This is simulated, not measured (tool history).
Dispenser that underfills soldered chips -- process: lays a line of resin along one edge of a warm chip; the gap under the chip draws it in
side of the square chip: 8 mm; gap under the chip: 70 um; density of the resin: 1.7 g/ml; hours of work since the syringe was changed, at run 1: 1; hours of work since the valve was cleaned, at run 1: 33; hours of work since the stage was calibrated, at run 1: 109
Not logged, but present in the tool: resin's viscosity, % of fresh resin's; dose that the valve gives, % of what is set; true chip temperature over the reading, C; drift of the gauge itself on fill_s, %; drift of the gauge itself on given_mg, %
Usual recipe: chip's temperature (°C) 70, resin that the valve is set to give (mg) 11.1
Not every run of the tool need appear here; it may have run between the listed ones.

| run | hour | chip's temperature (°C) | resin that the valve is set to give (mg) | hours of work since the syringe was changed | hours of work since the valve was cleaned | hours of work since the stage was calibrated | time until the resin shows at the far edge (s) | resin that the valve gave (mg) |
|---|---|---|---|---|---|---|---|---|
| 1 | 0.0 | 70 | 11.1 | 1 | 33 | 109 | 76.7 | 10.96 |
|  | 7.8 | new syringe of resin |
| 2 | 13.7 | 70 | 12.0 | 4 | 41 | 118 | 85.7 | 11.87 |
|  | 18.0 | new syringe of resin |
| 3 | 24.7 | 70 | 12.0 | 4 | 48 | 125 | 87.8 | 11.84 |
|  | 28.0 | new syringe of resin |
| 4 | 31.3 | 70 | 12.1 | 2 | 52 | 129 | 80.3 | 11.86 |
|  | 37.4 | new syringe of resin |
| 5 | 42.3 | 70 | 12.1 | 3 | 59 | 135 | 82.6 | 11.87 |
|  | 47.4 | new syringe of resin |
|  | 56.7 | new syringe of resin |
| 6 | 56.7 | 70 | 12.1 | 0 | 67 | 144 | 70.5 | 11.77 |
|  | 66.8 | new syringe of resin |
| 7 | 67.6 | 70 | 11.1 | 0 | 74 | 151 | 72.5 | 10.88 |
|  | 76.3 | new syringe of resin |
| 8 | 81.0 | 70 | 11.1 | 3 | 82 | 159 | 84.2 | 10.79 |
|  | 85.6 | new syringe of resin |
| 9 | 88.8 | 59 | 11.1 | 2 | 87 | 163 | 137.4 | 10.79 |
|  | 95.2 | new syringe of resin |
| 10 | 102.4 | 59 | 11.1 | 4 | 95 | 172 | 152.5 | 10.75 |
|  | 104.4 | new syringe of resin |
| 11 | 111.5 | 59 | 11.1 | 4 | 101 | 177 | 153.9 | 10.63 |
|  | 113.5 | new syringe of resin |
|  | 122.8 | new syringe of resin |
| 12 | 122.8 | 59 | 11.1 | 0 | 107 | 184 | 127.5 | 10.71 |
|  | 132.2 | new syringe of resin |
| 13 | 135.7 | 59 | 11.1 | 2 | 115 | 192 | 140.3 | 10.68 |
|  | 137.7 | dispensing valve cleaned and set on the balance |
|  | 142.6 | new syringe of resin |
| 14 | 147.8 | 70 | 11.1 | 3 | 6 | 199 | 85.0 | 11.09 |
|  | 152.2 | new syringe of resin |
| 15 | 156.0 | 70 | 11.1 | 2 | 11 | 204 | 83.2 | 11.09 |
|  | 161.4 | new syringe of resin |
| 16 | 165.8 | 70 | 11.1 | 3 | 17 | 210 | 83.9 | 11.00 |
|  | 171.4 | new syringe of resin |
| 17 | 179.0 | 70 | 11.1 | 5 | 25 | 218 | 91.0 | 10.92 |
|  | 180.6 | new syringe of resin |
|  | 190.2 | new syringe of resin |
| 18 | 191.2 | 70 | 11.1 | 1 | 32 | 225 | 77.1 | 10.98 |
|  | 200.2 | new syringe of resin |
| 19 | 201.0 | 73 | 11.4 | 0 | 38 | 231 | 69.5 | 11.28 |
|  | 209.9 | new syringe of resin |
| 20 | 210.9 | 77 | 9.4 | 1 | 44 | 237 | 60.7 | 9.24 |
|  | 219.2 | new syringe of resin |
| 21 | 221.5 | 61 | 11.8 | 1 | 51 | 244 | 119.1 | 11.57 |
|  | 228.5 | new syringe of resin |
| 22 | 232.5 | 64 | 11.1 | 2 | 58 | 250 | 111.9 | 10.85 |
|  | 237.8 | new syringe of resin |
|  | 247.1 | new syringe of resin |
| 23 | 247.1 | 63 | 13.1 | 0 | 66 | 259 | 100.2 | 12.81 |
|  | 256.5 | new syringe of resin |
| 24 | 261.1 | 58 | 10.1 | 3 | 75 | 268 | 157.0 | 9.84 |
|  | 266.4 | new syringe of resin |
| 25 | 271.7 | 58 | 10.1 | 3 | 82 | 274 | 162.7 | 9.85 |
|  | 276.5 | new syringe of resin |
| 26 | 279.0 | 58 | 10.1 | 2 | 86 | 279 | 148.3 | 9.81 |
|  | 286.2 | new syringe of resin |
| 27 | 293.3 | 80 | 13.4 | 4 | 95 | 287 | 59.2 | 12.97 |
|  | 295.8 | new syringe of resin |
| 28 | 300.7 | 80 | 10.2 | 3 | 99 | 292 | 58.0 | 9.80 |
|  | 305.2 | new syringe of resin |
| 29 | 312.5 | 80 | 10.2 | 5 | 106 | 299 | 61.8 | 9.83 |
|  | 314.5 | new syringe of resin |
| 30 | 321.6 | 80 | 10.2 | 4 | 112 | 305 | 62.4 | 9.85 |
|  | 323.7 | new syringe of resin |
|  | 330.4 | dispensing valve cleaned and set on the balance |
|  | 334.4 | new syringe of resin |
| 31 | 335.9 | 84 | 10.2 | 1 | 3 | 312 | 45.1 | 10.13 |
|  | 343.6 | new syringe of resin |
| 32 | 347.6 | 84 | 10.2 | 3 | 10 | 320 | 47.8 | 10.20 |
|  | 353.0 | new syringe of resin |
| 33 | 361.1 | 84 | 10.2 | 5 | 19 | 328 | 53.5 | 10.08 |

Forecast each of these 4 alternatives for the next run:
|  | 363.2 | new syringe of resin |
|  | 372.6 | new syringe of resin |
| A | 374.6 | 56 | 13.6 | 1 | 27 | 336 | ? | ? |
|  | 363.2 | new syringe of resin |
|  | 372.6 | new syringe of resin |
| B | 374.6 | 80 | 9.9 | 1 | 27 | 336 | ? | ? |
|  | 363.2 | new syringe of resin |
|  | 372.6 | new syringe of resin |
| C | 374.6 | 75 | 12.9 | 1 | 27 | 336 | ? | ? |
|  | 363.2 | new syringe of resin |
|  | 372.6 | new syringe of resin |
| D | 374.6 | 63 | 10.0 | 1 | 27 | 336 | ? | ? |

| run | time until the resin shows at the far edge (s) | resin that the valve gave (mg) |
|---|---|---|
| A | 157.1 | 13.38 |
| B | 54.6 | 9.79 |
| C | 64.9 | 12.78 |
| D | 117.2 | 9.94 |
Take away the tool's hidden state, keep each run's random variation, and the runs would have read:
| run | time until the resin shows at the far edge (s) | resin that the valve gave (mg) |
|---|---|---|
| A | 134.1 | 13.55 |
| B | 47.0 | 9.92 |
| C | 55.9 | 12.94 |
| D | 100.2 | 10.07 |
